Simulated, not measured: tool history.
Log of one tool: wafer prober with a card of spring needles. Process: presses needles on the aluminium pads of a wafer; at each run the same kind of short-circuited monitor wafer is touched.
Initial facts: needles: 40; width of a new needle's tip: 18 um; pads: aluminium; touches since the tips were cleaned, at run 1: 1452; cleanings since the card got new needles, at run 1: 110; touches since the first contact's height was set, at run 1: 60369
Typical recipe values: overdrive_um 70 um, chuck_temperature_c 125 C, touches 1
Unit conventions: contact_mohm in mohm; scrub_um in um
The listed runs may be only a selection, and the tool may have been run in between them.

run	hour	overdrive_um	chuck_temperature_c	touches	touches since the tips were cleaned	cleanings since the card got new needles	touches since the first contact's height was set	contact_mohm	scrub_um
1	0	70	125	1	1452	110	60369	252	10.46
# hour 8.9: tips cleaned on abrasive film
# hour 23.6: tips cleaned on abrasive film
# hour 37.5: tips cleaned on abrasive film
2	42.2	70	107	1	2156	113	79523	253	10.47
# hour 45.4: height of the first contact set anew
# hour 51.4: tips cleaned on abrasive film
# hour 65: tips cleaned on abrasive film
# hour 79.7: tips cleaned on abrasive film
# hour 94: tips cleaned on abrasive film
3	94.6	70	107	1	282	117	22286	247	10.51
# hour 106.4: tips cleaned on abrasive film
# hour 120.4: tips cleaned on abrasive film
# hour 134.9: tips cleaned on abrasive film
4	139.5	70	107	1	2109	120	42654	250	10.52
# hour 148.4: tips cleaned on abrasive film
# hour 163.1: tips cleaned on abrasive film
# hour 174.9: tips cleaned on abrasive film
5	183.3	70	125	2	3835	123	62541	255	10.54
# hour 189.3: tips cleaned on abrasive film
# hour 203.5: tips cleaned on abrasive film
# hour 217.7: tips cleaned on abrasive film
# hour 223.4: height of the first contact set anew
# hour 232: tips cleaned on abrasive film
6	233	70	32	2	453	127	4302	231	10.57
# hour 244.5: tips cleaned on abrasive film
# hour 256.3: tips cleaned on abrasive film
# hour 271.1: tips cleaned on abrasive film
# hour 282.9: tips cleaned on abrasive film
7	285.5	70	32	2	1182	131	28115	236	10.6
# hour 297.1: tips cleaned on abrasive film
# hour 311.4: tips cleaned on abrasive film
# hour 326: tips cleaned on abrasive film
8	333.6	70	32	2	3461	134	49962	235	10.61
# hour 339.5: tips cleaned on abrasive film
# hour 353.3: tips cleaned on abrasive film
# hour 366.5: tips cleaned on abrasive film
9	366.5	70	32	2	0	137	64891	235	10.63
# hour 381.3: tips cleaned on abrasive film
# hour 396: tips cleaned on abrasive film
# hour 402.2: height of the first contact set anew
# hour 410.8: tips cleaned on abrasive film
10	421.8	70	32	2	5038	140	8916	235	10.67
# hour 424.8: tips cleaned on abrasive film
# hour 439.6: tips cleaned on abrasive film
11	450.4	70	32	2	4953	142	21904	232	10.68
# hour 452.9: tips cleaned on abrasive film
# hour 466.7: tips cleaned on abrasive film
# hour 478.6: tips cleaned on abrasive film
12	487.4	70	32	2	4053	145	38676	235	10.69
# hour 490.5: tips cleaned on abrasive film
# hour 504.7: tips cleaned on abrasive film
# hour 518.8: tips cleaned on abrasive film
13	520.5	70	32	2	746	148	53640	236	10.72
# hour 531.8: tips cleaned on abrasive film
# hour 545: tips cleaned on abrasive film
# hour 550.3: gauge calibrated
14	552.6	51	52	2	3476	150	68244	240	7.62
# hour 558.2: tips cleaned on abrasive film
# hour 573: tips cleaned on abrasive film
# hour 579.1: height of the first contact set anew
# hour 585.2: tips cleaned on abrasive film
15	585.2	58	46	2	0	153	2729	241	8.67
# hour 597.1: tips cleaned on abrasive film
# hour 611.2: tips cleaned on abrasive film
# hour 625.4: tips cleaned on abrasive film
16	634.6	58	46	2	4177	156	25143	239	8.7
# hour 637.6: tips cleaned on abrasive film
# hour 649.4: tips cleaned on abrasive film
# hour 663.5: tips cleaned on abrasive film
# hour 678.2: tips cleaned on abrasive film
17	688.1	70	30	1	4518	160	49419	231	10.53
# hour 690.8: tips cleaned on abrasive film
# hour 705.4: tips cleaned on abrasive film
# hour 720.1: tips cleaned on abrasive film
# hour 734.6: tips cleaned on abrasive film
18	742.8	70	30	1	3717	164	74227	234	10.53
# hour 748.6: tips cleaned on abrasive film
# hour 756.5: height of the first contact set anew
# hour 761.7: tips cleaned on abrasive film
# hour 775.9: tips cleaned on abrasive film
# hour 790.6: tips cleaned on abrasive film
19	792.4	74	30	3	815	168	16295	234	11.19
# hour 803: tips cleaned on abrasive film
# hour 817.5: tips cleaned on abrasive film
# hour 831.3: tips cleaned on abrasive film
20	838.6	74	30	3	3303	171	37257	232	11.23
# hour 844.5: tips cleaned on abrasive film
# hour 858.8: tips cleaned on abrasive film
# hour 873.5: tips cleaned on abrasive film
21	881.6	70	41	1	3701	174	56786	233	10.61
# hour 887.6: tips cleaned on abrasive film
# hour 901.7: tips cleaned on abrasive film
22	912.4	52	41	1	4876	176	70757	245	7.89
# hour 915.4: tips cleaned on abrasive film
# hour 929.4: tips cleaned on abrasive film
# hour 934.9: height of the first contact set anew
# hour 943.4: tips cleaned on abrasive film
23	953.3	52	41	1	4541	179	8362	235	7.91

Below are 3 alternative next runs, each starting from the tool's condition after run 23. Predict each:
# hour 956.4: tips cleaned on abrasive film
# hour 970.6: tips cleaned on abrasive film
# hour 982.4: tips cleaned on abrasive film
A	993	69	26	1	4863	182	26372	?	?
# hour 956.4: tips cleaned on abrasive film
# hour 970.6: tips cleaned on abrasive film
# hour 982.4: tips cleaned on abrasive film
B	993	57	78	1	4863	182	26372	?	?
# hour 956.4: tips cleaned on abrasive film
# hour 970.6: tips cleaned on abrasive film
# hour 982.4: tips cleaned on abrasive film
C	993	70	39	3	4863	182	26372	?	?

run	contact_mohm	scrub_um
A	228	10.52
B	252	8.69
C	232	10.67
Take away the tool's hidden state, keep each run's random variation, and the runs would have read:
run	contact_mohm	scrub_um
A	228	10.32
B	251	8.52
C	232	10.47
